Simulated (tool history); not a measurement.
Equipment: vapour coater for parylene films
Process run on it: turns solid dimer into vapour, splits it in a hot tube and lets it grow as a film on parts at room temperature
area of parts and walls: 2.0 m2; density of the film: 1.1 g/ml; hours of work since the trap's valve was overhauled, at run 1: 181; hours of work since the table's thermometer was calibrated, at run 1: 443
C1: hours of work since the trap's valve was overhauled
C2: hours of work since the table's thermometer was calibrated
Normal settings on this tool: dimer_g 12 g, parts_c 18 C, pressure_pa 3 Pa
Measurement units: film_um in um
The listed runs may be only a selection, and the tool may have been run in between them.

Run 1, hour 0: usual settings; C1 181; C2 443. Result: film_um 4.5 um.
Run 2, hour 21.5: usual settings; C1 194; C2 456. Result: film_um 4.45 um.
Run 3, hour 47.7: usual settings; C1 210; C2 471. Result: film_um 4.51 um.
Run 4, hour 65.8: usual settings but parts_c 23 C; C1 221; C2 482. Result: film_um 3.63 um.
At hour 87.6: trap's valve overhauled.
Run 5, hour 95.1: usual settings but pressure_pa 10.37 Pa; C1 5; C2 498. Result: film_um 3.82 um.
Run 6, hour 114.5: usual settings but parts_c 20 C, pressure_pa 10.37 Pa; C1 16; C2 509. Result: film_um 3.43 um.
Run 7, hour 126.3: usual settings but parts_c 20 C, pressure_pa 10.37 Pa; C1 23; C2 516. Result: film_um 3.5 um.
Run 8, hour 139: usual settings but parts_c 20 C, pressure_pa 10.37 Pa; C1 31; C2 524. Result: film_um 3.46 um.
Run 9, hour 162: usual settings but parts_c 20 C, pressure_pa 10.37 Pa; C1 45; C2 538. Result: film_um 3.41 um.
Run 10, hour 186.9: usual settings but parts_c 20 C, pressure_pa 10.37 Pa; C1 60; C2 553. Result: film_um 3.45 um.
Run 11, hour 205.2: usual settings but pressure_pa 2.05 Pa; C1 71; C2 564. Result: film_um 4.76 um.
Run 12, hour 226: usual settings but pressure_pa 2.05 Pa; C1 83; C2 577. Result: film_um 4.75 um.
Run 13, hour 244.6: usual settings; C1 95; C2 588. Result: film_um 4.54 um.
Run 14, hour 264.8: usual settings; C1 107; C2 600. Result: film_um 4.54 um.
Run 15, hour 278: usual settings; C1 115; C2 608. Result: film_um 4.49 um.
Run 16, hour 303.4: usual settings but parts_c 23 C; C1 130; C2 623. Result: film_um 3.57 um.
Run 17, hour 329.5: usual settings but parts_c 23 C; C1 146; C2 639. Result: film_um 3.55 um.
Run 18, hour 357.7: usual settings; C1 163; C2 656. Result: film_um 4.48 um.
Run 19, hour 378: usual settings but dimer_g 8 g, pressure_pa 11.29 Pa; C1 175; C2 668. Result: film_um 2.49 um.
Run 20, hour 392.3: usual settings but dimer_g 7 g, parts_c 19 C, pressure_pa 6.53 Pa; C1 184; C2 677. Result: film_um 2.24 um.
Run 21, hour 418.4: usual settings but dimer_g 7 g, parts_c 16 C, pressure_pa 7.52 Pa; C1 199; C2 693. Result: film_um 2.57 um.
Run 22, hour 446.1: usual settings but dimer_g 22 g, parts_c 11 C, pressure_pa 7.52 Pa; C1 216; C2 709. Result: film_um 9.73 um.
At hour 477.2: trap's valve overhauled.
Run 23, hour 477.2: usual settings but dimer_g 16 g, parts_c 11 C, pressure_pa 5.33 Pa; C1 0; C2 726. Result: film_um 7.15 um.
Run 24, hour 489.1: usual settings but dimer_g 20 g, parts_c 12 C, pressure_pa 8.58 Pa; C1 7; C2 733. Result: film_um 8.57 um.
Run 25, hour 507: usual settings but dimer_g 6 g, pressure_pa 4.9 Pa; C1 18; C2 744. Result: film_um 2.13 um.
Run 26, hour 523.4: usual settings but dimer_g 14 g, parts_c 17 C, pressure_pa 10.57 Pa; C1 28; C2 753. Result: film_um 4.61 um.
Run 27, hour 543.1: usual settings but dimer_g 13 g, parts_c 11 C, pressure_pa 11.61 Pa; C1 40; C2 765. Result: film_um 5.69 um.
Run 28, hour 559.1: usual settings but dimer_g 13 g, parts_c 11 C, pressure_pa 11.61 Pa; C1 49; C2 775. Result: film_um 5.6 um.
Run 29, hour 583.2: usual settings but pressure_pa 6.04 Pa; C1 64; C2 789. Result: film_um 4.07 um.
Run 30, hour 603.9: usual settings but parts_c 27 C, pressure_pa 2.39 Pa; C1 76; C2 802. Result: film_um 3.04 um.
Run 31, hour 629.6: usual settings but dimer_g 8 g, parts_c 27 C, pressure_pa 11.9 Pa; C1 92; C2 817. Result: film_um 1.63 um.
Run 32, hour 656.9: usual settings but dimer_g 8 g, parts_c 27 C, pressure_pa 11.9 Pa; C1 108; C2 834. Result: film_um 1.62 um.
Run 33, hour 673.4: usual settings but dimer_g 8 g, parts_c 27 C, pressure_pa 11.9 Pa; C1 118; C2 844. Result: film_um 1.65 um.
Run 34, hour 695.7: usual settings but dimer_g 22 g, pressure_pa 2.49 Pa; C1 132; C2 857. Result: film_um 8.36 um.
Run 35, hour 723.6: usual settings but dimer_g 22 g, pressure_pa 2.49 Pa; C1 148; C2 874. Result: film_um 8.48 um.

Measured minus without-hidden-state, run by run (identical run-to-run variation in each term; gauge scatter may differ):
Hidden state present: vapour lost through the trap's worn valve, %; true temperature of the parts over the reading, C; drift of the gauge itself on film_um, %.
run  film_um
  1    -0.01
  2    -0.01
  3    -0.02
  4    -0.01
  5       +0
  6       +0
  7    +0.01
  8       +0
  9    +0.01
 10       +0
 11       +0
 12       +0
 13       +0
 14       +0
 15       +0
 16    -0.01
 17       +0
 18       +0
 19    -0.01
 20    -0.01
 21    -0.01
 22    -0.04
 23       +0
 24    +0.01
 25       +0
 26       +0
 27       +0
 28       +0
 29       +0
 30       +0
 31       +0
 32       +0
 33       +0
 34    -0.01
 35       +0
